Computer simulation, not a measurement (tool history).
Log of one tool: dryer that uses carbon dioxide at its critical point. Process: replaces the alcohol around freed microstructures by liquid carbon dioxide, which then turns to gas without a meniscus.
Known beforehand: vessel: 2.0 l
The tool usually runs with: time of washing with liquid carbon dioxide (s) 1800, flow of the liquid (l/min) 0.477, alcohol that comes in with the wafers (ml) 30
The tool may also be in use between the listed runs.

run	hour	time of washing with liquid carbon dioxide (s)	flow of the liquid (l/min)	alcohol that comes in with the wafers (ml)	alcohol left in the vessel before it's heated (ppm by volume)
1	0	1800	0.477	30	47
2	23.9	1800	0.477	30	43
3	37.9	1800	0.477	30	49
4	58.2	1800	0.477	30	48
5	71	1560	0.477	30	76
6	84.3	1560	0.477	30	83
7	103.7	1800	0.477	30	47
8	128.1	1800	0.477	30	55
9	145	1800	0.477	30	48
10	156.8	1200	0.544	62	276

For run 11, what comes out?
11	177.6	1200	0.544	62	?

alcohol left in the vessel before it's heated (ppm by volume): 270
If the tool had no hidden condition, the same run with the same run-to-run variation would have returned alcohol left in the vessel before it's heated (ppm by volume) 193.
